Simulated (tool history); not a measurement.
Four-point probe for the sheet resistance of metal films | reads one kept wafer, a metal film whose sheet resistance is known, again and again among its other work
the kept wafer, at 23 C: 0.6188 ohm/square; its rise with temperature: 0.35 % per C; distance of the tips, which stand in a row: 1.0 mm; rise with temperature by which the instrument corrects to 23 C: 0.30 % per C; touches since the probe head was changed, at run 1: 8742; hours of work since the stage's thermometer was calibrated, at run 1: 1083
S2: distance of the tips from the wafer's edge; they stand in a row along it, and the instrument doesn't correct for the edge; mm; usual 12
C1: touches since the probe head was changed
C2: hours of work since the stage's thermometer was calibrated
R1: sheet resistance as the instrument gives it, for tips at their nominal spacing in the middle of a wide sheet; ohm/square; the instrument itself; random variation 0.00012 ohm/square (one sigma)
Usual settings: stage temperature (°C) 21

Run 1, day 0.000: usual settings; C1 8742; C2 1083. Result: R1 0.620913 ohm/square.
Run 2, day 3.167: usual settings; C1 10824; C2 1137. Result: R1 0.620708 ohm/square.
Run 3, day 6.629: usual settings; C1 13102; C2 1196. Result: R1 0.620712 ohm/square.
Run 4, day 9.588: usual settings; C1 15045; C2 1246. Result: R1 0.620688 ohm/square.
Run 5, day 12.846: usual settings; C1 17188; C2 1302. Result: R1 0.620583 ohm/square.
Run 6, day 14.838: usual settings; C1 18498; C2 1335. Result: R1 0.620390 ohm/square.
Run 7, day 16.633: usual settings but S2 66 mm; C1 19679; C2 1366. Result: R1 0.618101 ohm/square.
Run 8, day 19.708: usual settings but S2 66 mm; C1 21702; C2 1418. Result: R1 0.617945 ohm/square.
Run 9, day 22.071: usual settings but S2 66 mm; C1 23254; C2 1458. Result: R1 0.617751 ohm/square.
Run 10, day 25.075: usual settings but S2 66 mm; C1 25229; C2 1509. Result: R1 0.617707 ohm/square.
Run 11, day 26.738: usual settings but S2 10 mm; C1 26323; C2 1537. Result: R1 0.620804 ohm/square.
Run 12, day 29.033: usual settings but stage temperature (°C) 19; C1 27833; C2 1576. Result: R1 0.619341 ohm/square.
Run 13, day 31.062: usual settings; C1 29166; C2 1611. Result: R1 0.619652 ohm/square.
Run 14, day 33.033: usual settings; C1 30461; C2 1644. Result: R1 0.619528 ohm/square.
Run 15, day 35.042: usual settings; C1 31784; C2 1678. Result: R1 0.619538 ohm/square.
Run 16, day 37.250: usual settings; C1 33234; C2 1716. Result: R1 0.619412 ohm/square.
At day 37.625: stage's thermometer calibrated.
Run 17, day 40.642: usual settings but stage temperature (°C) 18, S2 9 mm; C1 35452; C2 51. Result: R1 0.620584 ohm/square.
Run 18, day 42.354: usual settings but stage temperature (°C) 18, S2 28 mm; C1 36577; C2 80. Result: R1 0.616791 ohm/square.
At day 45.179: stage's thermometer calibrated, once more.
Run 19, day 45.225: usual settings but stage temperature (°C) 32; C1 38450; C2 1. Result: R1 0.620999 ohm/square.
Run 20, day 47.508: usual settings but stage temperature (°C) 18, S2 50 mm; C1 39951; C2 40. Result: R1 0.615172 ohm/square.
Run 21, day 50.792: usual settings but stage temperature (°C) 18, S2 50 mm; C1 42112; C2 95. Result: R1 0.614860 ohm/square.
Run 22, day 52.812: usual settings but stage temperature (°C) 18, S2 50 mm; C1 43441; C2 130. Result: R1 0.614665 ohm/square.
Run 23, day 55.500: usual settings but stage temperature (°C) 26, S2 10 mm; C1 45208; C2 175. Result: R1 0.620002 ohm/square.
Run 24, day 57.862: usual settings but stage temperature (°C) 26, S2 10 mm; C1 46761; C2 215. Result: R1 0.619703 ohm/square.
Run 25, day 59.783: usual settings but stage temperature (°C) 26, S2 10 mm; C1 48024; C2 248. Result: R1 0.619703 ohm/square.
Run 26, day 62.696: usual settings but stage temperature (°C) 24, S2 60 mm; C1 49938; C2 297. Result: R1 0.615828 ohm/square.
Run 27, day 65.729: usual settings but stage temperature (°C) 24, S2 60 mm; C1 51933; C2 349. Result: R1 0.615912 ohm/square.
Run 28, day 68.812: usual settings but stage temperature (°C) 23, S2 22 mm; C1 53960; C2 401. Result: R1 0.615984 ohm/square.
Run 29, day 72.062: usual settings but stage temperature (°C) 23, S2 22 mm; C1 56096; C2 456. Result: R1 0.615796 ohm/square.
Run 30, day 75.608: usual settings but S2 29 mm; C1 58429; C2 517. Result: R1 0.615056 ohm/square.
Run 31, day 77.629: usual settings but S2 29 mm; C1 59757; C2 551. Result: R1 0.614837 ohm/square.

Measured less the same run without the tool's hidden state. The same run-to-run variation is in both; the gauge's scatter may not be:
The hidden state here: inner tips' distance over the nominal, %; tips' flats over new ones', %; wafer's true temperature over the reading, C; drift of the gauge itself on sheet_ohm, %.
run         R1
  1  +0.000490
  2  +0.000318
  3  +0.000168
  4  +0.000024
  5  -0.000133
  6  -0.000234
  7  -0.000308
  8  -0.000450
  9  -0.000543
 10  -0.000697
 11  -0.000766
 12  -0.000860
 13  -0.000955
 14  -0.001040
 15  -0.001118
 16  -0.001205
 17  -0.001050
 18  -0.001122
 19  -0.002449
 20  -0.002537
 21  -0.002690
 22  -0.002786
 23  -0.002938
 24  -0.003061
 25  -0.003153
 26  -0.003288
 27  -0.003436
 28  -0.003592
 29  -0.003743
 30  -0.003896
 31  -0.003991

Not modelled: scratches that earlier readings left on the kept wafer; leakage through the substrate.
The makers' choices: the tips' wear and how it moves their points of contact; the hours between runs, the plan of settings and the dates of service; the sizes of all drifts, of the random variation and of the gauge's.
